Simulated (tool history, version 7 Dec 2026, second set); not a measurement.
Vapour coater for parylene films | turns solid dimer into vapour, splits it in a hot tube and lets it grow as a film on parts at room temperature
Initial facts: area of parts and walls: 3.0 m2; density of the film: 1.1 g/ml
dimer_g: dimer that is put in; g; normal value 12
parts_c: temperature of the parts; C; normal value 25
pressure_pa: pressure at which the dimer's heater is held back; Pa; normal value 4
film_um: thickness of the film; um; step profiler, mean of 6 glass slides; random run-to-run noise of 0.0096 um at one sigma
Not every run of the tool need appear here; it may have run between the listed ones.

run 1 hour=0 | dimer_g=12 parts_c=25 pressure_pa=4 | film_um=2.696
run 2 hour=18.8 | dimer_g=12 parts_c=21 pressure_pa=4 | film_um=2.946
run 3 hour=42 | dimer_g=12 parts_c=21 pressure_pa=4 | film_um=2.915
run 4 hour=66 | dimer_g=12 parts_c=21 pressure_pa=4 | film_um=2.929
run 5 hour=81.1 | dimer_g=12 parts_c=25 pressure_pa=4 | film_um=2.681
run 6 hour=96.1 | dimer_g=12 parts_c=25 pressure_pa=4 | film_um=2.712
run 7 hour=108.4 | dimer_g=12 parts_c=25 pressure_pa=4 | film_um=2.704
run 8 hour=132.1 | dimer_g=12 parts_c=25 pressure_pa=4 | film_um=2.704
run 9 hour=150 | dimer_g=12 parts_c=25 pressure_pa=4 | film_um=2.694
run 10 hour=163.1 | dimer_g=12 parts_c=25 pressure_pa=5.22 | film_um=2.602
run 11 hour=181 | dimer_g=12 parts_c=25 pressure_pa=5.22 | film_um=2.581
run 12 hour=206.7 | dimer_g=12 parts_c=25 pressure_pa=5.22 | film_um=2.599
run 13 hour=219.1 | dimer_g=12 parts_c=25 pressure_pa=4 | film_um=2.7
run 14 hour=231.1 | dimer_g=12 parts_c=25 pressure_pa=4 | film_um=2.668
run 15 hour=248.6 | dimer_g=12 parts_c=25 pressure_pa=5.64 | film_um=2.553
run 16 hour=265.3 | dimer_g=12 parts_c=25 pressure_pa=5.64 | film_um=2.555
run 17 hour=288.8 | dimer_g=12 parts_c=25 pressure_pa=5.64 | film_um=2.525
run 18 hour=304.9 | dimer_g=12 parts_c=25 pressure_pa=5.64 | film_um=2.544
run 19 hour=318.6 | dimer_g=12 parts_c=25 pressure_pa=4 | film_um=2.674
run 20 hour=342.7 | dimer_g=6 parts_c=25 pressure_pa=4 | film_um=1.341
run 21 hour=360.8 | dimer_g=6 parts_c=25 pressure_pa=4 | film_um=1.337
run 22 hour=378 | dimer_g=12 parts_c=25 pressure_pa=4 | film_um=2.674
run 23 hour=393 | dimer_g=12 parts_c=25 pressure_pa=4 | film_um=2.674
run 24 hour=414.9 | dimer_g=6 parts_c=25 pressure_pa=4 | film_um=1.33
run 25 hour=435.1 | dimer_g=6 parts_c=23 pressure_pa=4.37 | film_um=1.352
run 26 hour=454.7 | dimer_g=15 parts_c=28 pressure_pa=7.79 | film_um=2.852
-- hour=468.4 gauge calibrated
run 27 hour=478.5 | dimer_g=8 parts_c=23 pressure_pa=2.33 | film_um=2.032
run 28 hour=490.2 | dimer_g=17 parts_c=29 pressure_pa=4.42 | film_um=3.513
run 29 hour=515.7 | dimer_g=14 parts_c=25 pressure_pa=4 | film_um=3.173
run 30 hour=538.4 | dimer_g=14 parts_c=25 pressure_pa=4 | film_um=3.166
run 31 hour=562.6 | dimer_g=14 parts_c=25 pressure_pa=4 | film_um=3.146
run 32 hour=574.5 | dimer_g=8 parts_c=17 pressure_pa=10.25 | film_um=1.833
run 33 hour=588.9 | dimer_g=8 parts_c=17 pressure_pa=10.25 | film_um=1.826
run 34 hour=602.8 | dimer_g=8 parts_c=17 pressure_pa=10.25 | film_um=1.843
-- hour=627.2 trap's valve overhauled
run 35 hour=630.4 | dimer_g=8 parts_c=17 pressure_pa=10.25 | film_um=1.835
run 36 hour=646.2 | dimer_g=14 parts_c=25 pressure_pa=3.03 | film_um=3.282
run 37 hour=661.2 | dimer_g=12 parts_c=29 pressure_pa=5.81 | film_um=2.375
run 38 hour=677.3 | dimer_g=12 parts_c=29 pressure_pa=5.81 | film_um=2.37
run 39 hour=688.8 | dimer_g=12 parts_c=29 pressure_pa=4 | film_um=2.479
run 40 hour=711.8 | dimer_g=14 parts_c=32 pressure_pa=5.96 | film_um=2.584
run 41 hour=730.3 | dimer_g=17 parts_c=31 pressure_pa=5.96 | film_um=3.209
run 42 hour=751.6 | dimer_g=12 parts_c=18 pressure_pa=4 | film_um=3.066
run 43 hour=770.3 | dimer_g=12 parts_c=18 pressure_pa=4 | film_um=3.068
run 44 hour=788.1 | dimer_g=12 parts_c=18 pressure_pa=4 | film_um=3.066

5 ways to go on from here, each from the tool as it stands after run 44. What would each give?
run A hour=811.2 | dimer_g=12 parts_c=18 pressure_pa=11.4 | film_um=?
run B hour=811.2 | dimer_g=12 parts_c=18 pressure_pa=7.51 | film_um=?
run C hour=811.2 | dimer_g=12 parts_c=22 pressure_pa=9.68 | film_um=?
run D hour=811.2 | dimer_g=12 parts_c=18 pressure_pa=2.23 | film_um=?
run E hour=811.2 | dimer_g=5 parts_c=25 pressure_pa=4 | film_um=?

run=A film_um=2.64
run=B film_um=2.79
run=C film_um=2.5
run=D film_um=3.322
run=E film_um=1.109
Had the tool no hidden state, the same runs would have come out as:
run=A film_um=2.684
run=B film_um=2.837
run=C film_um=2.541
run=D film_um=3.377
run=E film_um=1.128
